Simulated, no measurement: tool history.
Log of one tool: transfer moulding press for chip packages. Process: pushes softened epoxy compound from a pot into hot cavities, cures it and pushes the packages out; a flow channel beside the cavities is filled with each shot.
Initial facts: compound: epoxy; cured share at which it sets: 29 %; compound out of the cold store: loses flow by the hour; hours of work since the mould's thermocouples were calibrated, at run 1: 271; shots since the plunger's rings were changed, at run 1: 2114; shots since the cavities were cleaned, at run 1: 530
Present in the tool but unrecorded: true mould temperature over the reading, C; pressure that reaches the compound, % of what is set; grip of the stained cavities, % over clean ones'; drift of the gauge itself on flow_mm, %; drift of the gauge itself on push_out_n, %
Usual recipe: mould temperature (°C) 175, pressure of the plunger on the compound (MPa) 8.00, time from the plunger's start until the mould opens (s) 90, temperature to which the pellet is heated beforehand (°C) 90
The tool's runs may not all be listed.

run,hour,mould temperature (°C),pressure of the plunger on the compound (MPa),time from the plunger's start until the mould opens (s),temperature to which the pellet is heated beforehand (°C),hours of work since the mould's thermocouples were calibrated,shots since the plunger's rings were changed,shots since the cavities were cleaned,incoming compound's hours out of the cold store,length that the compound runs in the flow channel (mm),greatest force on the pins that push the packages out (N)
1,0.0,175,8.00,90,90,271,2114,530,24.3,613,706
2,6.8,175,8.00,90,90,276,2206,622,33.7,597,684
3,12.2,175,8.00,90,90,279,2278,694,12.7,631,744
4,17.9,175,8.00,90,90,283,2354,770,37.3,592,683
# hour 25.4: cavities cleaned with cleaning compound and waxed
5,26.0,175,8.00,90,90,288,2442,8,21.2,617,709
6,36.2,175,8.00,90,90,294,2578,144,17.2,624,697
7,48.0,175,8.00,90,90,302,2736,302,37.9,593,673
8,58.4,175,8.00,90,91,309,2874,440,36.6,597,676
9,65.2,175,8.00,90,91,313,2966,532,8.7,636,723
10,74.8,175,8.00,90,91,320,3094,660,17.5,622,728
11,86.6,175,8.00,90,91,328,3252,818,29.9,605,695
# hour 91.2: cavities cleaned with cleaning compound and waxed
12,97.4,175,8.00,90,91,334,3376,82,43.0,582,672
13,109.1,175,8.00,90,90,341,3533,239,11.5,632,685
14,119.1,175,8.88,90,90,348,3666,372,15.3,661,727
15,130.3,175,8.00,90,99,355,3816,522,8.7,636,671
16,139.6,175,6.88,115,90,361,3941,647,36.6,553,433
17,150.4,175,6.88,115,90,369,4085,791,8.8,593,428
# hour 156.8: cavities cleaned with cleaning compound and waxed
18,162.3,180,8.00,99,98,375,4223,74,30.0,587,398
19,169.9,180,8.00,99,98,380,4325,176,31.4,584,407
20,179.6,180,7.82,99,98,387,4455,306,44.9,558,413
21,189.4,174,6.20,125,90,393,4586,437,40.6,518,413
22,194.5,174,6.20,125,90,397,4655,506,12.4,559,409
# hour 199.0: plunger's sealing rings changed
23,209.2,174,6.20,125,90,405,137,668,10.1,562,412
24,218.7,181,6.83,90,81,411,263,794,38.0,533,471
# hour 224.3: cavities cleaned with cleaning compound and waxed
25,229.4,177,8.00,90,90,417,387,69,21.3,608,612
26,235.9,177,6.75,90,90,421,474,156,9.5,577,609
27,244.3,168,7.44,90,90,427,586,268,28.2,607,1190
28,253.0,168,7.44,73,94,433,702,384,14.0,632,1713

Alternative continuations, all from the tool just after run 28; predict every row:
A,259.3,168,8.24,113,93,437,787,469,23.3,?,?
B,259.3,175,8.00,81,92,437,787,469,37.3,?,?
C,259.3,168,9.75,98,94,437,787,469,10.0,?,?
D,259.3,175,8.00,98,93,437,787,469,41.6,?,?

run,length that the compound runs in the flow channel (mm),greatest force on the pins that push the packages out (N)
A,646,692
B,596,896
C,729,1016
D,587,563
Take away the tool's hidden state, keep each run's random variation, and the runs would have read:
run,length that the compound runs in the flow channel (mm),greatest force on the pins that push the packages out (N)
A,646,687
B,596,889
C,729,1009
D,587,559
